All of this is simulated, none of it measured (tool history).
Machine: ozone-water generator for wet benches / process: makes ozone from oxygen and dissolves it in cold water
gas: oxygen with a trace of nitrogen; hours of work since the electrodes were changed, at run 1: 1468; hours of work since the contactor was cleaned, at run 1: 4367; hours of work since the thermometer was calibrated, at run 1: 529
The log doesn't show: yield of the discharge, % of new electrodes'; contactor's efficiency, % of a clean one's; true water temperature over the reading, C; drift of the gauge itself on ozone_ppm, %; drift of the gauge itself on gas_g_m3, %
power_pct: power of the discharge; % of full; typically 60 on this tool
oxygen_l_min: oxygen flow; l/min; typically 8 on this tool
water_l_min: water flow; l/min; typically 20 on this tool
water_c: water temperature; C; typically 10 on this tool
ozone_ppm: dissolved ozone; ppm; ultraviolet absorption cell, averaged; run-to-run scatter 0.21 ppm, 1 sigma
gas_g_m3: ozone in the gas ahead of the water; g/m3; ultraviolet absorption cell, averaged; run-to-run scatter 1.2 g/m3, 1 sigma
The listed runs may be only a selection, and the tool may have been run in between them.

run   hour  power_pct  oxygen_l_min  water_l_min  water_c  hours of work since the electrodes were changed  hours of work since the contactor was cleaned  hours of work since the thermometer was calibrated  ozone_ppm  gas_g_m3
  1      0         60             8           20       10                                             1468                                           4367                                                 529       29.3     215.9
  2   36.3         60             8           20       10                                             1504                                           4403                                                 565         29     213.2
  3   51.7         60             8           20       10                                             1520                                           4418                                                 580       29.3     216.4
  4   87.7         60             8           20       10                                             1555                                           4454                                                 616         29     215.8
  5  104.3         60             8           20       10                                             1572                                           4470                                                 632       29.4     214.6
  6  120.2         60             8           22       10                                             1587                                           4486                                                 648       27.1     214.1
  7  141.7         45          4.16           32       15                                             1609                                           4507                                                 669         13     223.8
  8  174.5         45          7.82           32       15                                             1641                                           4540                                                 702       15.5     173.2
  9  212.8         45          7.82           32       15                                             1679                                           4578                                                 740       15.4     173.4
 10  242.6         45          7.82           32       15                                             1709                                           4607                                                 769       15.4       172
 11    263         56          8.04           32       17                                             1729                                           4627                                                 790       17.7     203.3
 12  284.1         78             8           27       10                                             1750                                           4648                                                 810       28.8     264.5

Alternative continuations, all from the tool just after run 12; predict every row:
  A  314.8         60         10.31           22       10                                             1780                                           4679                                                 841          ?         ?
  B  314.8         78          4.06           27        8                                             1780                                           4679                                                 841          ?         ?
  C  314.8         74             8           20        6                                             1780                                           4679                                                 841          ?         ?
  D  314.8         71             8           21       12                                             1780                                           4679                                                 841          ?         ?
  E  314.8         60         14.11           20       17                                             1780                                           4679                                                 841          ?         ?

run  ozone_ppm  gas_g_m3
  A       27.8     192.3
  B       24.4     343.3
  C       35.9     251.8
  D       30.5     242.6
  E       25.9       171
Without the tool's hidden state the same runs would have given:
run  ozone_ppm  gas_g_m3
  A       29.5     196.9
  B       26.1     353.4
  C       38.3     258.9
  D       32.5     249.3
  E       27.4       175

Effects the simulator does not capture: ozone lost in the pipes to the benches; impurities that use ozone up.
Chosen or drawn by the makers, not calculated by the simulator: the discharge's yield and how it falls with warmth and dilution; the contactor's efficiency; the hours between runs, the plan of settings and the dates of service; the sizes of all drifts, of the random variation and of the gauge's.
